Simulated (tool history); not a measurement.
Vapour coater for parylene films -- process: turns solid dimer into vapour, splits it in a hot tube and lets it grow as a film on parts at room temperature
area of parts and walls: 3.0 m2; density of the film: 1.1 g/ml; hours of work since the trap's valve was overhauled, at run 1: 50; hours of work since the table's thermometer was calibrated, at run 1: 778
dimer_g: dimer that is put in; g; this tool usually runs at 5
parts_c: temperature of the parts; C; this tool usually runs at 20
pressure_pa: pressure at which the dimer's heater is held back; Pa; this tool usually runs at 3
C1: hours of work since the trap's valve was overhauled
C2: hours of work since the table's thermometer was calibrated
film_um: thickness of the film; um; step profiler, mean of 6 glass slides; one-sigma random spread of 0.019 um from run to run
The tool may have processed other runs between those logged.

Run 1, hour 0: usual settings; C1 50; C2 778. Result: film_um 0.91 um.
Run 2, hour 14.8: usual settings but pressure_pa 6.31 Pa; C1 62; C2 790. Result: film_um 0.79 um.
Run 3, hour 28: usual settings but pressure_pa 6.31 Pa; C1 73; C2 802. Result: film_um 0.79 um.
Run 4, hour 39.4: usual settings but pressure_pa 6.31 Pa; C1 83; C2 811. Result: film_um 0.77 um.
Run 5, hour 60.6: usual settings but pressure_pa 6.31 Pa; C1 101; C2 829. Result: film_um 0.75 um.
Run 6, hour 83.2: usual settings but pressure_pa 6.31 Pa; C1 120; C2 848. Result: film_um 0.8 um.
Run 7, hour 104.5: usual settings but pressure_pa 6.31 Pa; C1 138; C2 866. Result: film_um 0.75 um.
Run 8, hour 124: usual settings but pressure_pa 6.31 Pa; C1 155; C2 883. Result: film_um 0.74 um.
Run 9, hour 139.8: usual settings but pressure_pa 8.76 Pa; C1 168; C2 896. Result: film_um 0.68 um.
Run 10, hour 150.6: usual settings but pressure_pa 8.76 Pa; C1 177; C2 905. Result: film_um 0.69 um.
Run 11, hour 161: usual settings but pressure_pa 8.76 Pa; C1 186; C2 914. Result: film_um 0.68 um.
Run 12, hour 175.6: usual settings but pressure_pa 8.76 Pa; C1 198; C2 927. Result: film_um 0.67 um.
Run 13, hour 188.8: usual settings but pressure_pa 8.76 Pa; C1 210; C2 938. Result: film_um 0.73 um.
At hour 194.8: trap's valve overhauled.
Run 14, hour 203.9: usual settings but pressure_pa 5.18 Pa; C1 8; C2 947. Result: film_um 0.78 um.
Run 15, hour 217.6: usual settings; C1 19; C2 959. Result: film_um 0.88 um.
Run 16, hour 237.7: usual settings; C1 36; C2 976. Result: film_um 0.88 um.
Run 17, hour 255.6: usual settings; C1 51; C2 991. Result: film_um 0.91 um.
At hour 267.1: trap's valve overhauled, once more.
Run 18, hour 269: usual settings; C1 2; C2 999. Result: film_um 0.97 um.
Run 19, hour 283: usual settings; C1 13; C2 1011. Result: film_um 0.9 um.
Run 20, hour 302.5: usual settings but dimer_g 6 g; C1 30; C2 1027. Result: film_um 1.1 um.
Run 21, hour 317.5: usual settings but parts_c 21 C, pressure_pa 5.97 Pa; C1 43; C2 1040. Result: film_um 0.7 um.
Run 22, hour 340: usual settings but parts_c 26 C; C1 62; C2 1059. Result: film_um 0.72 um.
Run 23, hour 359.2: usual settings but dimer_g 9 g, pressure_pa 3.12 Pa; C1 78; C2 1075. Result: film_um 1.62 um.
Run 24, hour 376.7: usual settings but dimer_g 9 g; C1 93; C2 1090. Result: film_um 1.61 um.
At hour 382.3: table's thermometer calibrated.
Run 25, hour 393.6: usual settings but dimer_g 9 g, parts_c 15 C, pressure_pa 6.11 Pa; C1 106; C2 10. Result: film_um 1.68 um.
Run 26, hour 405.5: usual settings but dimer_g 9 g, parts_c 15 C, pressure_pa 6.11 Pa; C1 116; C2 20. Result: film_um 1.71 um.
Run 27, hour 428.3: usual settings but parts_c 28 C, pressure_pa 6.87 Pa; C1 136; C2 39. Result: film_um 0.56 um.
Run 28, hour 451.6: usual settings but parts_c 28 C, pressure_pa 6.87 Pa; C1 155; C2 59. Result: film_um 0.56 um.
Run 29, hour 474.1: usual settings but parts_c 28 C, pressure_pa 6.87 Pa; C1 174; C2 78. Result: film_um 0.56 um.
Run 30, hour 495.4: usual settings but parts_c 28 C, pressure_pa 3.16 Pa; C1 192; C2 96. Result: film_um 0.69 um.
Run 31, hour 509.9: usual settings but dimer_g 3 g, parts_c 31 C, pressure_pa 7.09 Pa; C1 205; C2 108. Result: film_um 0.3 um.
Run 32, hour 529.5: usual settings but pressure_pa 5.12 Pa; C1 221; C2 125. Result: film_um 0.78 um.
Run 33, hour 543.5: usual settings but pressure_pa 5.12 Pa; C1 233; C2 136. Result: film_um 0.81 um.
Run 34, hour 566.4: usual settings but dimer_g 8 g, parts_c 13 C; C1 253; C2 156. Result: film_um 1.92 um.
Run 35, hour 577.9: usual settings but dimer_g 2 g, pressure_pa 2.36 Pa; C1 262; C2 166. Result: film_um 0.39 um.
Run 36, hour 599.5: usual settings but dimer_g 3 g, pressure_pa 2.56 Pa; C1 281; C2 184. Result: film_um 0.6 um.
Run 37, hour 620.2: usual settings but dimer_g 3 g, parts_c 15 C, pressure_pa 10.58 Pa; C1 298; C2 201. Result: film_um 0.49 um.
Run 38, hour 638.5: usual settings but dimer_g 3 g, parts_c 15 C, pressure_pa 10.58 Pa; C1 314; C2 217. Result: film_um 0.46 um.
Run 39, hour 658.7: usual settings but dimer_g 7 g, parts_c 16 C; C1 331; C2 234. Result: film_um 1.48 um.

A few steps of film_um between consecutive runs. Split each: what settings, incoming material and random variation would produce without the hidden state, and what is left over for the hidden state, along with gauge scatter present in only one of the two compared results (measured, and without hidden state):
The tool's hidden condition here consists of: vapour lost through the trap's worn valve, %; true temperature of the parts over the reading, C; drift of the gauge itself on film_um, %.
Run 26 -> 27: dimer_g 9 -> 5, parts_c 15 -> 28, pressure_pa 6.11 -> 6.87. film_um -1.15 um: hidden state +0.03, all else -1.18.
Run 33 -> 34: dimer_g 5 -> 8, parts_c 20 -> 13, pressure_pa 5.12 -> 3. film_um +1.11 um: hidden state -0.06, all else +1.17.
Run 34 -> 35: dimer_g 8 -> 2, parts_c 13 -> 20, pressure_pa 3 -> 2.36. film_um -1.53 um: hidden state +0.08, all else -1.61.
Run 38 -> 39: dimer_g 3 -> 7, parts_c 15 -> 16, pressure_pa 10.58 -> 3. film_um +1.02 um: hidden state -0.07, all else +1.09.
